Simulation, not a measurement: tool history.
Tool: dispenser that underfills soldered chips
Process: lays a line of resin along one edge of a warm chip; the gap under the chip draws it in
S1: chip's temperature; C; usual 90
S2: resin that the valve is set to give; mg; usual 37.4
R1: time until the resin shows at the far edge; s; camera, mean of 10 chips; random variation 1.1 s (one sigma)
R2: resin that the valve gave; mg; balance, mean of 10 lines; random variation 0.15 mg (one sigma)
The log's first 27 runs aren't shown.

{"day": 5.267, "done": "new syringe of resin"}
{"day": 5.329, "done": "dispensing valve cleaned and set on the balance"}
{"run": 28, "day": 5.35, "S1": 87, "S2": 47.7, "R1": 111.5, "R2": 47.53}
{"run": 29, "day": 5.5, "S1": 87, "S2": 47.7, "R1": 119.9, "R2": 47.5}
{"run": 30, "day": 5.696, "S1": 79, "S2": 33.2, "R1": 178.9, "R2": 33.25}
{"day": 5.729, "done": "new syringe of resin"}
{"run": 31, "day": 5.892, "S1": 91, "S2": 35.9, "R1": 114.2, "R2": 35.76}
{"day": 6.146, "done": "new syringe of resin"}
{"run": 32, "day": 6.15, "S1": 89, "S2": 35.4, "R1": 111.6, "R2": 35.03}
{"run": 33, "day": 6.35, "S1": 86, "S2": 42.8, "R1": 126.6, "R2": 42.54}
{"run": 34, "day": 6.529, "S1": 79, "S2": 43.7, "R1": 170.2, "R2": 43.32}
{"day": 6.562, "done": "new syringe of resin"}
{"run": 35, "day": 6.654, "S1": 79, "S2": 43.7, "R1": 146.4, "R2": 43.57}
{"run": 36, "day": 6.808, "S1": 87, "S2": 34.1, "R1": 135.8, "R2": 33.72}

4 ways to go on from here, each from the tool as it stands after run 36. What would each give?
{"run": "A", "day": 6.929, "S1": 93, "S2": 41.9, "R1": "?", "R2": "?"}
{"run": "B", "day": 6.929, "S1": 90, "S2": 45.5, "R1": "?", "R2": "?"}
{"run": "C", "day": 6.929, "S1": 104, "S2": 45.3, "R1": "?", "R2": "?"}
{"run": "D", "day": 6.929, "S1": 84, "S2": 38.7, "R1": "?", "R2": "?"}

run=A R1=115.1 R2=41.48
run=B R1=121.5 R2=44.69
run=C R1=85 R2=44.66
run=D R1=149.6 R2=38.33
Without the tool's hidden state the same runs would have given:
run=A R1=94.5 R2=42.02
run=B R1=99.8 R2=45.27
run=C R1=69.9 R2=45.24
run=D R1=122.7 R2=38.83

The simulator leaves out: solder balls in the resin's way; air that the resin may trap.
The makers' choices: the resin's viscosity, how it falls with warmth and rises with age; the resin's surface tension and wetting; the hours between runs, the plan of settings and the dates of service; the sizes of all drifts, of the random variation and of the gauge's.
